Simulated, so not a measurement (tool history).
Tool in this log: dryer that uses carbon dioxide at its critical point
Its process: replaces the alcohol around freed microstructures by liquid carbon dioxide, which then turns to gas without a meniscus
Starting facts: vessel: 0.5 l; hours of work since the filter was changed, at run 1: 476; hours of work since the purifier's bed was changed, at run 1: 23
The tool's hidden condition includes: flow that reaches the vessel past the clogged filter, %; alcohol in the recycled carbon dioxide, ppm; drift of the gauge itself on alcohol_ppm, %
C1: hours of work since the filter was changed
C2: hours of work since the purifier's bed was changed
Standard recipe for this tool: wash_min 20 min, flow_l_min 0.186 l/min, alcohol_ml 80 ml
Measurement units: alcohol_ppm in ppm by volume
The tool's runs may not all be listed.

run 1 hour=0 | wash_min=20 flow_l_min=0.186 alcohol_ml=80 | C1=476 C2=23 | alcohol_ppm=388
-- hour=5 inlet filter changed
run 2 hour=11.6 | wash_min=20 flow_l_min=0.186 alcohol_ml=80 | C1=3 C2=28 | alcohol_ppm=254
run 3 hour=18.1 | wash_min=20 flow_l_min=0.186 alcohol_ml=80 | C1=6 C2=32 | alcohol_ppm=252
run 4 hour=29.5 | wash_min=20 flow_l_min=0.186 alcohol_ml=80 | C1=12 C2=37 | alcohol_ppm=266
run 5 hour=35.7 | wash_min=20 flow_l_min=0.186 alcohol_ml=80 | C1=15 C2=40 | alcohol_ppm=251
run 6 hour=47.1 | wash_min=20 flow_l_min=0.186 alcohol_ml=80 | C1=21 C2=46 | alcohol_ppm=262
run 7 hour=52.8 | wash_min=20 flow_l_min=0.186 alcohol_ml=80 | C1=23 C2=49 | alcohol_ppm=251
run 8 hour=61.8 | wash_min=20 flow_l_min=0.186 alcohol_ml=80 | C1=28 C2=53 | alcohol_ppm=272
run 9 hour=70.9 | wash_min=20 flow_l_min=0.186 alcohol_ml=80 | C1=32 C2=57 | alcohol_ppm=259
run 10 hour=76.9 | wash_min=22 flow_l_min=0.194 alcohol_ml=34 | C1=35 C2=60 | alcohol_ppm=53
run 11 hour=87.1 | wash_min=22 flow_l_min=0.194 alcohol_ml=34 | C1=40 C2=65 | alcohol_ppm=52
run 12 hour=92.7 | wash_min=13 flow_l_min=0.194 alcohol_ml=89 | C1=43 C2=68 | alcohol_ppm=2203
run 13 hour=103.4 | wash_min=23 flow_l_min=0.194 alcohol_ml=92 | C1=48 C2=73 | alcohol_ppm=97
run 14 hour=109 | wash_min=14 flow_l_min=0.219 alcohol_ml=80 | C1=51 C2=76 | alcohol_ppm=745
run 15 hour=118.6 | wash_min=30 flow_l_min=0.186 alcohol_ml=37 | C1=56 C2=81 | alcohol_ppm=29
run 16 hour=128.3 | wash_min=30 flow_l_min=0.186 alcohol_ml=37 | C1=60 C2=86 | alcohol_ppm=27
run 17 hour=134.4 | wash_min=26 flow_l_min=0.225 alcohol_ml=37 | C1=63 C2=89 | alcohol_ppm=32
run 18 hour=143.8 | wash_min=26 flow_l_min=0.225 alcohol_ml=37 | C1=68 C2=93 | alcohol_ppm=37

Branching from run 18: 5 alternative next runs. What would each branch give?
run A hour=154.6 | wash_min=13 flow_l_min=0.265 alcohol_ml=26 | C1=73 C2=99 | alcohol_ppm=?
run B hour=154.6 | wash_min=13 flow_l_min=0.238 alcohol_ml=80 | C1=73 C2=99 | alcohol_ppm=?
run C hour=154.6 | wash_min=22 flow_l_min=0.148 alcohol_ml=104 | C1=73 C2=99 | alcohol_ppm=?
run D hour=154.6 | wash_min=28 flow_l_min=0.142 alcohol_ml=21 | C1=73 C2=99 | alcohol_ppm=?
run E hour=154.6 | wash_min=22 flow_l_min=0.142 alcohol_ml=42 | C1=73 C2=99 | alcohol_ppm=?

run=A alcohol_ppm=140
run=B alcohol_ppm=701
run=C alcohol_ppm=817
run=D alcohol_ppm=70
run=E alcohol_ppm=437
Without the tool's hidden state the same runs would have given:
run=A alcohol_ppm=105
run=B alcohol_ppm=619
run=C alcohol_ppm=724
run=D alcohol_ppm=39
run=E alcohol_ppm=378
